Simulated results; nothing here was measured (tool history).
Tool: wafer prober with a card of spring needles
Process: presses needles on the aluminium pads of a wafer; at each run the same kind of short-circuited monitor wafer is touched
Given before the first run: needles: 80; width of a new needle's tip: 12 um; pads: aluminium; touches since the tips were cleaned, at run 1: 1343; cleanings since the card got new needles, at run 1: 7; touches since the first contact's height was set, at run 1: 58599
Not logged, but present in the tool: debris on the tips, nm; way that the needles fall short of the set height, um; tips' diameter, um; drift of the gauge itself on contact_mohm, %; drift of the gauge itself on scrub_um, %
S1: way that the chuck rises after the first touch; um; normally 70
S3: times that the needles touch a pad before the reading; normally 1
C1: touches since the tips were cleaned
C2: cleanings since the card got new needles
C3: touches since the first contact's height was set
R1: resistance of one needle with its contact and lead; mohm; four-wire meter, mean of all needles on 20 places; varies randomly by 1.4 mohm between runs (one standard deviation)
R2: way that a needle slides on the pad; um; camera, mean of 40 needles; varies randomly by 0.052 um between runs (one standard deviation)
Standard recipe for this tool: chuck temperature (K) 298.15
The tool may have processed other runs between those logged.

{"run": 1, "hour": 0.0, "S1": 70, "chuck temperature (K)": 298.15, "S3": 1, "C1": 1343, "C2": 7, "C3": 58599, "R1": 187, "R2": 14.2}
{"hour": 19.9, "done": "tips cleaned on abrasive film"}
{"hour": 44.7, "done": "tips cleaned on abrasive film"}
{"run": 2, "hour": 59.7, "S1": 70, "chuck temperature (K)": 298.15, "S3": 1, "C1": 5487, "C2": 9, "C3": 80279, "R1": 262, "R2": 14.24}
{"hour": 69.1, "done": "tips cleaned on abrasive film"}
{"hour": 94.5, "done": "tips cleaned on abrasive film"}
{"hour": 116.8, "done": "tips cleaned on abrasive film"}
{"run": 3, "hour": 133.7, "S1": 70, "chuck temperature (K)": 298.15, "S3": 1, "C1": 6175, "C2": 12, "C3": 107105, "R1": 262, "R2": 14.21}
{"hour": 138.9, "done": "tips cleaned on abrasive film"}
{"hour": 164.1, "done": "tips cleaned on abrasive film"}
{"hour": 186.1, "done": "tips cleaned on abrasive film"}
{"run": 4, "hour": 206.0, "S1": 70, "chuck temperature (K)": 298.15, "S3": 1, "C1": 7262, "C2": 15, "C3": 133318, "R1": 281, "R2": 14.13}
{"hour": 211.2, "done": "tips cleaned on abrasive film"}
{"hour": 232.9, "done": "tips cleaned on abrasive film"}
{"run": 5, "hour": 242.1, "S1": 70, "chuck temperature (K)": 298.15, "S3": 1, "C1": 3372, "C2": 17, "C3": 146402, "R1": 240, "R2": 14.09}
{"hour": 253.3, "done": "tips cleaned on abrasive film"}
{"hour": 277.2, "done": "tips cleaned on abrasive film"}
{"run": 6, "hour": 281.3, "S1": 70, "chuck temperature (K)": 325.15, "S3": 1, "C1": 1502, "C2": 19, "C3": 160601, "R1": 192, "R2": 14.13}
{"hour": 300.5, "done": "tips cleaned on abrasive film"}
{"hour": 321.3, "done": "tips cleaned on abrasive film"}
{"hour": 345.4, "done": "tips cleaned on abrasive film"}
{"run": 7, "hour": 360.9, "S1": 70, "chuck temperature (K)": 307.15, "S3": 1, "C1": 5669, "C2": 22, "C3": 189481, "R1": 265, "R2": 14.13}
{"hour": 366.1, "done": "tips cleaned on abrasive film"}
{"hour": 388.6, "done": "tips cleaned on abrasive film"}
{"hour": 413.4, "done": "tips cleaned on abrasive film"}
{"run": 8, "hour": 420.5, "S1": 70, "chuck temperature (K)": 307.15, "S3": 3, "C1": 2564, "C2": 25, "C3": 211043, "R1": 159, "R2": 14.02}
{"hour": 434.8, "done": "tips cleaned on abrasive film"}
{"hour": 460.1, "done": "tips cleaned on abrasive film"}
{"hour": 464.2, "done": "tips cleaned on abrasive film, once more"}
{"hour": 476.6, "done": "height of the first contact set anew"}
{"hour": 486.7, "done": "tips cleaned on abrasive film"}
{"run": 9, "hour": 501.2, "S1": 58, "chuck temperature (K)": 307.15, "S3": 2, "C1": 5283, "C2": 29, "C3": 8923, "R1": 238, "R2": 11.88}
{"hour": 510.1, "done": "tips cleaned on abrasive film"}
{"hour": 533.6, "done": "tips cleaned on abrasive film"}
{"hour": 556.2, "done": "tips cleaned on abrasive film"}
{"run": 10, "hour": 565.4, "S1": 61, "chuck temperature (K)": 300.15, "S3": 2, "C1": 3339, "C2": 32, "C3": 32192, "R1": 205, "R2": 12.47}
{"hour": 578.1, "done": "tips cleaned on abrasive film"}
{"hour": 603.1, "done": "tips cleaned on abrasive film"}
{"hour": 626.6, "done": "tips cleaned on abrasive film"}
{"run": 11, "hour": 626.6, "S1": 61, "chuck temperature (K)": 328.15, "S3": 2, "C1": 0, "C2": 35, "C3": 54361, "R1": 147, "R2": 12.37}
{"hour": 646.8, "done": "tips cleaned on abrasive film"}
{"hour": 669.4, "done": "tips cleaned on abrasive film"}
{"hour": 691.8, "done": "tips cleaned on abrasive film"}
{"run": 12, "hour": 691.8, "S1": 61, "chuck temperature (K)": 322.15, "S3": 2, "C1": 0, "C2": 38, "C3": 78010, "R1": 143, "R2": 12.5}
{"hour": 715.7, "done": "tips cleaned on abrasive film"}
{"hour": 738.6, "done": "tips cleaned on abrasive film"}
{"run": 13, "hour": 755.2, "S1": 79, "chuck temperature (K)": 396.15, "S3": 2, "C1": 6049, "C2": 40, "C3": 101014, "R1": 205, "R2": 16.09}
{"hour": 759.8, "done": "tips cleaned on abrasive film"}
{"hour": 782.9, "done": "tips cleaned on abrasive film"}
{"run": 14, "hour": 787.9, "S1": 62, "chuck temperature (K)": 379.15, "S3": 1, "C1": 1808, "C2": 42, "C3": 112853, "R1": 221, "R2": 12.58}
{"hour": 806.4, "done": "tips cleaned on abrasive film"}
{"hour": 831.2, "done": "tips cleaned on abrasive film"}
{"run": 15, "hour": 849.6, "S1": 63, "chuck temperature (K)": 303.15, "S3": 1, "C1": 6698, "C2": 44, "C3": 135235, "R1": 311, "R2": 12.68}

Alternative continuations, all from the tool just after run 15; predict every row:
{"hour": 854.7, "done": "tips cleaned on abrasive film"}
{"hour": 877.8, "done": "tips cleaned on abrasive film"}
{"hour": 899.8, "done": "tips cleaned on abrasive film"}
{"run": "A", "hour": 900.0, "S1": 81, "chuck temperature (K)": 339.15, "S3": 1, "C1": 65, "C2": 47, "C3": 153487, "R1": "?", "R2": "?"}
{"hour": 854.7, "done": "tips cleaned on abrasive film"}
{"hour": 877.8, "done": "tips cleaned on abrasive film"}
{"hour": 899.8, "done": "tips cleaned on abrasive film"}
{"run": "B", "hour": 900.0, "S1": 74, "chuck temperature (K)": 346.15, "S3": 2, "C1": 65, "C2": 47, "C3": 153487, "R1": "?", "R2": "?"}
{"hour": 854.7, "done": "tips cleaned on abrasive film"}
{"hour": 877.8, "done": "tips cleaned on abrasive film"}
{"hour": 899.8, "done": "tips cleaned on abrasive film"}
{"run": "C", "hour": 900.0, "S1": 63, "chuck temperature (K)": 351.15, "S3": 1, "C1": 65, "C2": 47, "C3": 153487, "R1": "?", "R2": "?"}
{"hour": 854.7, "done": "tips cleaned on abrasive film"}
{"hour": 877.8, "done": "tips cleaned on abrasive film"}
{"hour": 899.8, "done": "tips cleaned on abrasive film"}
{"run": "D", "hour": 900.0, "S1": 79, "chuck temperature (K)": 321.15, "S3": 3, "C1": 65, "C2": 47, "C3": 153487, "R1": "?", "R2": "?"}
{"hour": 854.7, "done": "tips cleaned on abrasive film"}
{"hour": 877.8, "done": "tips cleaned on abrasive film"}
{"hour": 899.8, "done": "tips cleaned on abrasive film"}
{"run": "E", "hour": 900.0, "S1": 67, "chuck temperature (K)": 298.15, "S3": 1, "C1": 65, "C2": 47, "C3": 153487, "R1": "?", "R2": "?"}

run=A R1=142 R2=16.39
run=B R1=140 R2=14.97
run=C R1=154 R2=12.71
run=D R1=133 R2=15.98
run=E R1=144 R2=13.5
Without the tool's unlogged condition, the same runs would have read:
run=A R1=129 R2=16.62
run=B R1=131 R2=15.2
run=C R1=136 R2=12.94
run=D R1=128 R2=16.22
run=E R1=126 R2=13.73

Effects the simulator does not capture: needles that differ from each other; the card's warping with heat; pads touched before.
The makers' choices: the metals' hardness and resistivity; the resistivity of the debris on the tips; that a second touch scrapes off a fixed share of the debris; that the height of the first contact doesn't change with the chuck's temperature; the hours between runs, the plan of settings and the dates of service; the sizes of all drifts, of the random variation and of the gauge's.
